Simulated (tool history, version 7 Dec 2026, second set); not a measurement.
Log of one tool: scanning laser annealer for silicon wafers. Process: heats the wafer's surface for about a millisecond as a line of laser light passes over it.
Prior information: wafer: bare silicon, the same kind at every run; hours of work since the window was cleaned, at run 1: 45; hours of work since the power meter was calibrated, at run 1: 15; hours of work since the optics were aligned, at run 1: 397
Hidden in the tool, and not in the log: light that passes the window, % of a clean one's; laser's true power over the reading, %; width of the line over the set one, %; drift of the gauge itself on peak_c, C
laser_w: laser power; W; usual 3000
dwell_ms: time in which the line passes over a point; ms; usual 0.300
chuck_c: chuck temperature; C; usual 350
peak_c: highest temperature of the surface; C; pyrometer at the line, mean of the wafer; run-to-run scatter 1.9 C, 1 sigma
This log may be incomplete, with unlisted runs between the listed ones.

run,hour,laser_w,dwell_ms,chuck_c,hours of work since the window was cleaned,hours of work since the power meter was calibrated,hours of work since the optics were aligned,peak_c
1,0.0,3000,0.300,350,45,15,397,1124
2,21.3,3000,0.300,312,57,28,410,1087
3,35.4,3000,0.300,312,66,37,418,1084
4,52.3,3000,0.300,350,76,47,429,1123
5,64.1,3000,0.300,350,83,54,436,1122
6,83.7,3000,0.300,350,95,66,448,1121
7,95.1,3163,0.346,388,102,73,455,1270
8,114.3,3194,0.212,364,114,85,466,1047
9,132.8,3194,0.212,364,125,96,477,1048
# hour 136.6: window over the wafer cleaned
10,150.9,3194,0.212,364,9,106,487,1046
11,169.9,3279,0.259,378,20,117,499,1157
12,182.2,2641,0.300,313,28,125,506,977

Forecast each of these 4 alternatives for the next run:
A,206.5,3014,0.303,346,42,139,521,?
B,206.5,2641,0.300,389,42,139,521,?
C,206.5,3000,0.356,324,42,139,521,?
D,206.5,3000,0.304,350,42,139,521,?

run,peak_c
A,1117
B,1054
C,1158
D,1120
What these runs would have given with no unlogged condition in the tool:
run,peak_c
A,1142
B,1075
C,1184
D,1145

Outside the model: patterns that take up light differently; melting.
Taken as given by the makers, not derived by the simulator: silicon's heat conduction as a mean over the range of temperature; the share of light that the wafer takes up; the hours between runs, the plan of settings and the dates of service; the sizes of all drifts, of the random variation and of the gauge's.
